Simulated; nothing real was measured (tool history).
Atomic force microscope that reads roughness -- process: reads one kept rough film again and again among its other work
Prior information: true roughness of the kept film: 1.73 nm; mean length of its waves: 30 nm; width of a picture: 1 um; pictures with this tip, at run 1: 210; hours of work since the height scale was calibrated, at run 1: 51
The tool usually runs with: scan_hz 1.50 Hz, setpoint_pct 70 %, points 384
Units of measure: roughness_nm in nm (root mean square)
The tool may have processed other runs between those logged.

run	day	scan_hz	setpoint_pct	points	pictures with this tip	hours of work since the height scale was calibrated	roughness_nm
1	0.000	1.50	70	384	210	51	1.596
2	0.379	1.50	70	384	218	56	1.612
3	0.617	1.50	70	384	223	60	1.606
4	0.996	1.50	70	384	231	65	1.611
5	1.417	1.50	70	384	240	71	1.613
6	1.667	1.50	70	384	245	74	1.607
7	2.021	1.50	70	384	253	79	1.614
8	2.446	1.50	70	384	262	85	1.598
9	2.742	2.77	70	384	268	89	1.573
10	3.067	2.77	70	384	275	93	1.573
# day 3.158: new tip fitted
11	3.279	2.77	70	384	3	96	1.579
12	3.683	2.77	70	384	11	102	1.565
13	3.867	0.78	67	533	15	104	1.640
14	4.079	1.50	59	384	20	107	1.634
15	4.338	1.50	59	384	25	111	1.631
16	4.525	2.75	59	429	29	113	1.607
17	4.842	0.82	87	463	36	117	1.606
18	5.183	1.71	70	291	43	122	1.589
19	5.571	1.78	67	291	51	127	1.591
20	5.829	0.64	58	291	56	131	1.646
21	6.204	0.72	62	307	64	136	1.631
22	6.446	0.95	66	276	69	139	1.611
23	6.817	1.34	59	279	77	145	1.628

Branching from run 23: 3 alternative next runs. What would each branch give?
A	7.062	0.84	55	384	82	148	?
B	7.062	2.74	70	384	82	148	?
C	7.062	0.61	72	279	82	148	?

run	roughness_nm
A	1.634
B	1.568
C	1.641
Had the tool no hidden state, the same runs would have come out as:
run	roughness_nm
A	1.637
B	1.571
C	1.643
